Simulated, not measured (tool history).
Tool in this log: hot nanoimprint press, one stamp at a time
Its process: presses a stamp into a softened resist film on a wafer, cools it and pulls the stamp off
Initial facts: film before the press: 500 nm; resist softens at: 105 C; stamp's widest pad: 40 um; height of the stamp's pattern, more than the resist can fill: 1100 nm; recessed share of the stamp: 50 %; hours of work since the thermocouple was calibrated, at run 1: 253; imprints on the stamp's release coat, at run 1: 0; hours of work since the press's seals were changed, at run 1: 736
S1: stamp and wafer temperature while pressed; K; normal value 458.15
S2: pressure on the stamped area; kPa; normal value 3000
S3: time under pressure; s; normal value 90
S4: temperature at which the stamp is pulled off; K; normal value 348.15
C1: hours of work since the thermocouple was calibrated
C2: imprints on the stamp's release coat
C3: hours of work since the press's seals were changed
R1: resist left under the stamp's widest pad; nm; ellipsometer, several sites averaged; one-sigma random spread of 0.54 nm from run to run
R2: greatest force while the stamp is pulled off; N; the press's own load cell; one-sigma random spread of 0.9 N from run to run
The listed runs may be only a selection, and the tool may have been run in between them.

{"run": 1, "day": 0.0, "S1": 458.15, "S2": 3000, "S3": 90, "S4": 348.15, "C1": 253, "C2": 0, "C3": 736, "R1": 177.9, "R2": 96.9}
{"run": 2, "day": 0.821, "S1": 458.15, "S2": 3000, "S3": 90, "S4": 348.15, "C1": 266, "C2": 97, "C3": 749, "R1": 178.7, "R2": 95.5}
{"run": 3, "day": 2.004, "S1": 458.15, "S2": 3000, "S3": 90, "S4": 348.15, "C1": 284, "C2": 237, "C3": 768, "R1": 177.8, "R2": 96.5}
{"run": 4, "day": 2.533, "S1": 458.15, "S2": 3000, "S3": 90, "S4": 348.15, "C1": 293, "C2": 299, "C3": 776, "R1": 177.7, "R2": 96.6}
{"day": 3.0, "done": "plate thermocouple calibrated"}
{"run": 5, "day": 3.812, "S1": 458.15, "S2": 1880, "S3": 90, "S4": 348.15, "C1": 13, "C2": 434, "C3": 794, "R1": 219.8, "R2": 96.2}
{"run": 6, "day": 4.675, "S1": 458.15, "S2": 3000, "S3": 150, "S4": 348.15, "C1": 26, "C2": 536, "C3": 808, "R1": 143.2, "R2": 96.1}
{"run": 7, "day": 5.696, "S1": 458.15, "S2": 3000, "S3": 150, "S4": 348.15, "C1": 43, "C2": 656, "C3": 824, "R1": 143.1, "R2": 98.4}
{"run": 8, "day": 6.725, "S1": 458.15, "S2": 3000, "S3": 158, "S4": 348.15, "C1": 59, "C2": 777, "C3": 840, "R1": 140.7, "R2": 97.0}
{"run": 9, "day": 7.538, "S1": 458.15, "S2": 3000, "S3": 173, "S4": 348.15, "C1": 72, "C2": 873, "C3": 853, "R1": 134.9, "R2": 97.5}
{"run": 10, "day": 8.204, "S1": 458.15, "S2": 3000, "S3": 173, "S4": 348.15, "C1": 82, "C2": 951, "C3": 863, "R1": 134.9, "R2": 96.9}
{"run": 11, "day": 9.346, "S1": 458.15, "S2": 3000, "S3": 90, "S4": 348.15, "C1": 100, "C2": 1086, "C3": 882, "R1": 180.6, "R2": 96.7}
{"run": 12, "day": 9.838, "S1": 458.15, "S2": 3000, "S3": 90, "S4": 348.15, "C1": 108, "C2": 1144, "C3": 889, "R1": 180.6, "R2": 98.3}
{"run": 13, "day": 10.783, "S1": 458.15, "S2": 3000, "S3": 90, "S4": 348.15, "C1": 123, "C2": 1255, "C3": 904, "R1": 180.8, "R2": 96.3}
{"run": 14, "day": 11.508, "S1": 447.15, "S2": 3000, "S3": 55, "S4": 351.15, "C1": 134, "C2": 1340, "C3": 916, "R1": 340.0, "R2": 90.9}
{"run": 15, "day": 12.608, "S1": 454.15, "S2": 3000, "S3": 154, "S4": 348.15, "C1": 152, "C2": 1470, "C3": 933, "R1": 174.6, "R2": 98.1}
{"run": 16, "day": 13.208, "S1": 458.15, "S2": 3840, "S3": 146, "S4": 344.15, "C1": 161, "C2": 1540, "C3": 942, "R1": 130.6, "R2": 107.4}
{"run": 17, "day": 14.267, "S1": 458.15, "S2": 3840, "S3": 146, "S4": 344.15, "C1": 178, "C2": 1665, "C3": 959, "R1": 130.1, "R2": 107.7}
{"day": 15.017, "done": "stamp cleaned and given a new release coat"}
{"run": 18, "day": 15.492, "S1": 458.15, "S2": 3840, "S3": 146, "S4": 344.15, "C1": 193, "C2": 56, "C3": 975, "R1": 130.3, "R2": 107.7}
{"run": 19, "day": 16.446, "S1": 459.15, "S2": 3170, "S3": 86, "S4": 348.15, "C1": 208, "C2": 168, "C3": 990, "R1": 172.7, "R2": 97.0}
{"run": 20, "day": 17.512, "S1": 466.15, "S2": 2240, "S3": 90, "S4": 346.15, "C1": 225, "C2": 294, "C3": 1006, "R1": 146.4, "R2": 101.4}
{"run": 21, "day": 18.529, "S1": 466.15, "S2": 2240, "S3": 90, "S4": 341.15, "C1": 241, "C2": 413, "C3": 1023, "R1": 146.3, "R2": 115.3}
{"run": 22, "day": 19.575, "S1": 466.15, "S2": 2240, "S3": 69, "S4": 341.15, "C1": 258, "C2": 537, "C3": 1039, "R1": 164.9, "R2": 116.8}
{"day": 19.85, "done": "gauge calibrated"}
{"run": 23, "day": 20.442, "S1": 458.15, "S2": 3000, "S3": 53, "S4": 348.15, "C1": 271, "C2": 638, "C3": 1053, "R1": 221.5, "R2": 95.2}

What if the next run were any one of these 4? Each begins from the tool's condition after run 23:
{"run": "A", "day": 21.446, "S1": 458.15, "S2": 3000, "S3": 90, "S4": 346.15, "C1": 287, "C2": 757, "C3": 1069, "R1": "?", "R2": "?"}
{"run": "B", "day": 21.446, "S1": 456.15, "S2": 3000, "S3": 76, "S4": 356.15, "C1": 287, "C2": 757, "C3": 1069, "R1": "?", "R2": "?"}
{"run": "C", "day": 21.446, "S1": 458.15, "S2": 3000, "S3": 117, "S4": 356.15, "C1": 287, "C2": 757, "C3": 1069, "R1": "?", "R2": "?"}
{"run": "D", "day": 21.446, "S1": 470.15, "S2": 2420, "S3": 142, "S4": 348.15, "C1": 287, "C2": 757, "C3": 1069, "R1": "?", "R2": "?"}

run=A R1=178.5 R2=100.1
run=B R1=210.2 R2=75.3
run=C R1=159.7 R2=77.2
run=D R1=93.7 R2=96.3
Stripped of hidden state, with their random variation kept, the same runs would have yielded:
run=A R1=178.3 R2=99.9
run=B R1=210.0 R2=75.2
run=C R1=159.6 R2=77.1
run=D R1=93.6 R2=96.1

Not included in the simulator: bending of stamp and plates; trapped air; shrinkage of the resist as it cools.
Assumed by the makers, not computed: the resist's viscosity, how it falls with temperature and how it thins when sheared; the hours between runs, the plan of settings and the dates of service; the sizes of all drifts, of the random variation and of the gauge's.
